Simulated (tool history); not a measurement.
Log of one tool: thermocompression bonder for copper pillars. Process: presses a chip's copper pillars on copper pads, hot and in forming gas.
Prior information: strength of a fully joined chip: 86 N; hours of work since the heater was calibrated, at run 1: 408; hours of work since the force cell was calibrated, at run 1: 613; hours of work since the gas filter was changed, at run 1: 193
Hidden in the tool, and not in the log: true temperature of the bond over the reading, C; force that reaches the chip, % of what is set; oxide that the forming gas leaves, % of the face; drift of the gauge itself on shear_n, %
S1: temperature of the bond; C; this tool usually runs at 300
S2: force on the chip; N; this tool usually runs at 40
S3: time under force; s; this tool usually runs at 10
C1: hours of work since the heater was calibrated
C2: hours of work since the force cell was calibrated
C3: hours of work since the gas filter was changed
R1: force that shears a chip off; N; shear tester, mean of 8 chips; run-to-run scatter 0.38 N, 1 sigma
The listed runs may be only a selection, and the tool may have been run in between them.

Run 1, hour 0.0: usual settings; C1 408; C2 613; C3 193. Result: R1 49.1 N.
Run 2, hour 63.9: usual settings; C1 453; C2 657; C3 238. Result: R1 49.0 N.
Run 3, hour 135.3: usual settings but S1 315 C; C1 502; C2 707; C3 287. Result: R1 53.4 N.
At hour 185.3: forming gas filter changed.
Run 4, hour 198.6: usual settings; C1 546; C2 751; C3 9. Result: R1 51.2 N.
Run 5, hour 249.2: usual settings; C1 581; C2 786; C3 44. Result: R1 50.6 N.
Run 6, hour 279.8: usual settings but S2 32 N; C1 603; C2 807; C3 66. Result: R1 42.0 N.
Run 7, hour 348.0: usual settings; C1 650; C2 855; C3 113. Result: R1 49.8 N.
Run 8, hour 411.3: usual settings; C1 694; C2 899; C3 157. Result: R1 48.9 N.
Run 9, hour 445.3: usual settings; C1 718; C2 922; C3 181. Result: R1 48.6 N.
Run 10, hour 492.0: usual settings; C1 750; C2 955; C3 213. Result: R1 47.6 N.
Run 11, hour 562.9: usual settings but S1 295 C, S3 9 s; C1 800; C2 1004; C3 263. Result: R1 43.6 N.
Run 12, hour 611.1: usual settings but S1 295 C, S3 9 s; C1 833; C2 1038; C3 296. Result: R1 43.6 N.
At hour 649.8: forming gas filter changed.
Run 13, hour 657.3: usual settings but S1 272 C, S2 36 N; C1 865; C2 1070; C3 5. Result: R1 35.0 N.
Run 14, hour 716.5: usual settings but S1 272 C, S2 45 N, S3 12 s; C1 906; C2 1111; C3 46. Result: R1 44.9 N.
Run 15, hour 781.1: usual settings but S1 272 C, S2 45 N, S3 12 s; C1 951; C2 1156; C3 91. Result: R1 43.6 N.
Run 16, hour 836.8: usual settings but S1 285 C, S3 28 s; C1 990; C2 1195; C3 130. Result: R1 58.1 N.
Run 17, hour 907.0: usual settings but S2 60 N; C1 1039; C2 1243; C3 179. Result: R1 62.0 N.

What if the next run were any one of these 4? Each begins from the tool's condition after run 17:
Run A, hour 965.4: usual settings but S2 57 N; C1 1079; C2 1284; C3 220. Result: R1 ?.
Run B, hour 965.4: usual settings but S2 37 N, S3 6 s; C1 1079; C2 1284; C3 220. Result: R1 ?.
Run C, hour 965.4: usual settings but S2 25 N; C1 1079; C2 1284; C3 220. Result: R1 ?.
Run D, hour 965.4: usual settings but S3 11 s; C1 1079; C2 1284; C3 220. Result: R1 ?.

run    R1
  A  59.7
  B  37.0
  C  31.8
  D  49.0
With no hidden state in the tool, these same runs would have given:
run    R1
  A  66.8
  B  42.9
  C  37.1
  D  55.9
